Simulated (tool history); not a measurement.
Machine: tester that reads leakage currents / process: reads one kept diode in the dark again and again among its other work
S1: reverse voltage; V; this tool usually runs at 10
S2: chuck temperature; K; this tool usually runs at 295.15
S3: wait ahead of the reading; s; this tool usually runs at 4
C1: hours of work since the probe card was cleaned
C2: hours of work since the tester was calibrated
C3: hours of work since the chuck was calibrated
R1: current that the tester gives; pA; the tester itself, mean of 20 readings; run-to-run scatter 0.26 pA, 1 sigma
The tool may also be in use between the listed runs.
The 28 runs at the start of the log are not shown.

run,hour,S1,S2,S3,C1,C2,C3,R1
29,3633.1,10,295.15,0.56,2137,2137,1894,110.02
# hour 3692.6: probe card cleaned and baked
30,3732.4,10,295.15,0.56,32,2214,1971,80.68
31,3864.4,10,295.15,0.56,137,2319,2076,81.73
32,4055.6,10,298.15,2.26,289,2472,2229,103.4
# hour 4121.9: chuck's temperature calibrated
33,4203.7,10,298.15,2.26,406,2588,65,118
34,4349.4,10,298.15,2.26,522,2704,181,118.63
35,4442.4,10,298.15,1.15,596,2778,255,119.65
36,4587.3,3,307.15,1.15,712,2894,371,139.51
37,4756.5,6.9,295.15,4,846,3029,506,79.64
38,4864.1,1.9,303.15,1.56,932,3115,592,81.9
39,4983.4,1.9,315.15,1.56,1027,3210,687,208.82

Branching from run 39: 3 alternative next runs. What would each branch give?
A,5094,1.1,295.15,4.56,1115,3298,775,?
B,5094,1.9,294.15,1.28,1115,3298,775,?
C,5094,11.8,301.15,8.42,1115,3298,775,?

run,R1
A,33.42
B,39.99
C,167.75
Take away the tool's hidden state, keep each run's random variation, and the runs would have read:
run,R1
A,32.85
B,38.36
C,154.18
